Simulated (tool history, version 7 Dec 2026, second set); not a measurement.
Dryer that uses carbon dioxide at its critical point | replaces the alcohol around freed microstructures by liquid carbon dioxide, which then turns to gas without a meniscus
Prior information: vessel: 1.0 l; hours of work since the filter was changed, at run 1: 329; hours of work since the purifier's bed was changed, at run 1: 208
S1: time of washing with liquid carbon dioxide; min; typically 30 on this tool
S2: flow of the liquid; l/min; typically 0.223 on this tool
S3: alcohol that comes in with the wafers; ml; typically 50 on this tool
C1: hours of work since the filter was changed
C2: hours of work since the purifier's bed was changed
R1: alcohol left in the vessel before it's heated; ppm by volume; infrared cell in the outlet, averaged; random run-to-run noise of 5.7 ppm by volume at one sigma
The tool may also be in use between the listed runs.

{"run": 1, "hour": 0.0, "S1": 30, "S2": 0.223, "S3": 50, "C1": 329, "C2": 208, "R1": 369}
{"run": 2, "hour": 26.0, "S1": 40, "S2": 0.223, "S3": 50, "C1": 344, "C2": 224, "R1": 153}
{"run": 3, "hour": 55.1, "S1": 30, "S2": 0.223, "S3": 50, "C1": 362, "C2": 241, "R1": 388}
{"run": 4, "hour": 86.1, "S1": 30, "S2": 0.162, "S3": 50, "C1": 381, "C2": 260, "R1": 1296}
{"run": 5, "hour": 129.2, "S1": 30, "S2": 0.223, "S3": 50, "C1": 406, "C2": 286, "R1": 410}
{"run": 6, "hour": 166.2, "S1": 30, "S2": 0.223, "S3": 50, "C1": 429, "C2": 308, "R1": 453}
{"run": 7, "hour": 196.3, "S1": 30, "S2": 0.223, "S3": 50, "C1": 447, "C2": 326, "R1": 440}
{"run": 8, "hour": 240.0, "S1": 30, "S2": 0.223, "S3": 50, "C1": 473, "C2": 352, "R1": 457}
{"run": 9, "hour": 282.6, "S1": 30, "S2": 0.223, "S3": 50, "C1": 499, "C2": 378, "R1": 483}
{"hour": 316.8, "done": "inlet filter changed"}
{"run": 10, "hour": 324.0, "S1": 30, "S2": 0.223, "S3": 50, "C1": 4, "C2": 402, "R1": 333}
{"run": 11, "hour": 373.8, "S1": 30, "S2": 0.223, "S3": 97, "C1": 34, "C2": 432, "R1": 521}
{"run": 12, "hour": 399.8, "S1": 30, "S2": 0.262, "S3": 50, "C1": 50, "C2": 448, "R1": 237}
{"run": 13, "hour": 447.4, "S1": 30, "S2": 0.262, "S3": 50, "C1": 79, "C2": 477, "R1": 257}
{"run": 14, "hour": 476.9, "S1": 30, "S2": 0.262, "S3": 50, "C1": 96, "C2": 494, "R1": 269}
{"run": 15, "hour": 506.6, "S1": 30, "S2": 0.262, "S3": 50, "C1": 114, "C2": 512, "R1": 272}
{"run": 16, "hour": 532.7, "S1": 30, "S2": 0.343, "S3": 50, "C1": 130, "C2": 528, "R1": 218}
{"run": 17, "hour": 578.6, "S1": 30, "S2": 0.223, "S3": 50, "C1": 158, "C2": 556, "R1": 415}
{"run": 18, "hour": 606.7, "S1": 30, "S2": 0.223, "S3": 50, "C1": 174, "C2": 572, "R1": 437}
{"run": 19, "hour": 633.4, "S1": 30, "S2": 0.223, "S3": 50, "C1": 190, "C2": 588, "R1": 455}
{"run": 20, "hour": 673.2, "S1": 30, "S2": 0.223, "S3": 50, "C1": 214, "C2": 612, "R1": 462}
{"hour": 690.5, "done": "purifier's bed changed"}
{"run": 21, "hour": 715.8, "S1": 30, "S2": 0.223, "S3": 30, "C1": 238, "C2": 15, "R1": 147}
{"run": 22, "hour": 761.2, "S1": 30, "S2": 0.223, "S3": 30, "C1": 266, "C2": 43, "R1": 160}
{"run": 23, "hour": 789.2, "S1": 30, "S2": 0.223, "S3": 52, "C1": 282, "C2": 59, "R1": 279}
{"run": 24, "hour": 828.7, "S1": 22, "S2": 0.278, "S3": 105, "C1": 306, "C2": 83, "R1": 825}
{"run": 25, "hour": 850.7, "S1": 22, "S2": 0.278, "S3": 105, "C1": 319, "C2": 96, "R1": 866}
{"run": 26, "hour": 883.4, "S1": 20, "S2": 0.204, "S3": 50, "C1": 339, "C2": 116, "R1": 2043}
{"run": 27, "hour": 906.7, "S1": 30, "S2": 0.148, "S3": 44, "C1": 353, "C2": 130, "R1": 1441}
{"run": 28, "hour": 940.6, "S1": 24, "S2": 0.158, "S3": 52, "C1": 373, "C2": 150, "R1": 2733}
{"run": 29, "hour": 981.0, "S1": 43, "S2": 0.136, "S3": 99, "C1": 398, "C2": 175, "R1": 1139}
{"run": 30, "hour": 1004.5, "S1": 25, "S2": 0.353, "S3": 62, "C1": 412, "C2": 189, "R1": 137}
{"run": 31, "hour": 1039.4, "S1": 25, "S2": 0.353, "S3": 62, "C1": 433, "C2": 210, "R1": 165}
{"run": 32, "hour": 1077.4, "S1": 25, "S2": 0.353, "S3": 62, "C1": 456, "C2": 233, "R1": 164}
{"run": 33, "hour": 1102.7, "S1": 30, "S2": 0.259, "S3": 93, "C1": 471, "C2": 248, "R1": 323}
{"run": 34, "hour": 1143.5, "S1": 29, "S2": 0.154, "S3": 63, "C1": 495, "C2": 272, "R1": 2262}
{"hour": 1180.5, "done": "inlet filter changed"}
{"run": 35, "hour": 1193.5, "S1": 30, "S2": 0.166, "S3": 28, "C1": 8, "C2": 302, "R1": 557}
{"run": 36, "hour": 1233.2, "S1": 48, "S2": 0.166, "S3": 21, "C1": 32, "C2": 326, "R1": 166}
{"run": 37, "hour": 1253.8, "S1": 32, "S2": 0.202, "S3": 30, "C1": 44, "C2": 338, "R1": 269}
{"run": 38, "hour": 1293.1, "S1": 28, "S2": 0.317, "S3": 48, "C1": 68, "C2": 362, "R1": 164}
{"run": 39, "hour": 1324.3, "S1": 28, "S2": 0.165, "S3": 31, "C1": 87, "C2": 381, "R1": 848}
{"run": 40, "hour": 1345.3, "S1": 30, "S2": 0.223, "S3": 54, "C1": 99, "C2": 393, "R1": 366}
{"run": 41, "hour": 1385.4, "S1": 30, "S2": 0.223, "S3": 54, "C1": 123, "C2": 417, "R1": 389}
{"run": 42, "hour": 1412.5, "S1": 30, "S2": 0.223, "S3": 54, "C1": 140, "C2": 434, "R1": 391}
{"run": 43, "hour": 1462.4, "S1": 30, "S2": 0.223, "S3": 54, "C1": 170, "C2": 464, "R1": 407}
{"run": 44, "hour": 1487.9, "S1": 30, "S2": 0.223, "S3": 54, "C1": 185, "C2": 479, "R1": 438}
{"run": 45, "hour": 1529.7, "S1": 36, "S2": 0.327, "S3": 54, "C1": 210, "C2": 504, "R1": 189}

Below are 4 alternative next runs, each starting from the tool's condition after run 45. Predict each:
{"run": "A", "hour": 1566.4, "S1": 33, "S2": 0.235, "S3": 49, "C1": 232, "C2": 526, "R1": "?"}
{"run": "B", "hour": 1566.4, "S1": 20, "S2": 0.215, "S3": 54, "C1": 232, "C2": 526, "R1": "?"}
{"run": "C", "hour": 1566.4, "S1": 21, "S2": 0.327, "S3": 54, "C1": 232, "C2": 526, "R1": "?"}
{"run": "D", "hour": 1566.4, "S1": 36, "S2": 0.327, "S3": 68, "C1": 232, "C2": 526, "R1": "?"}

run=A R1=302
run=B R1=1860
run=C R1=414
run=D R1=200
With the hidden condition removed and each run's random variation left untouched, the same runs would have given:
run=A R1=77
run=B R1=1402
run=C R1=167
run=D R1=3
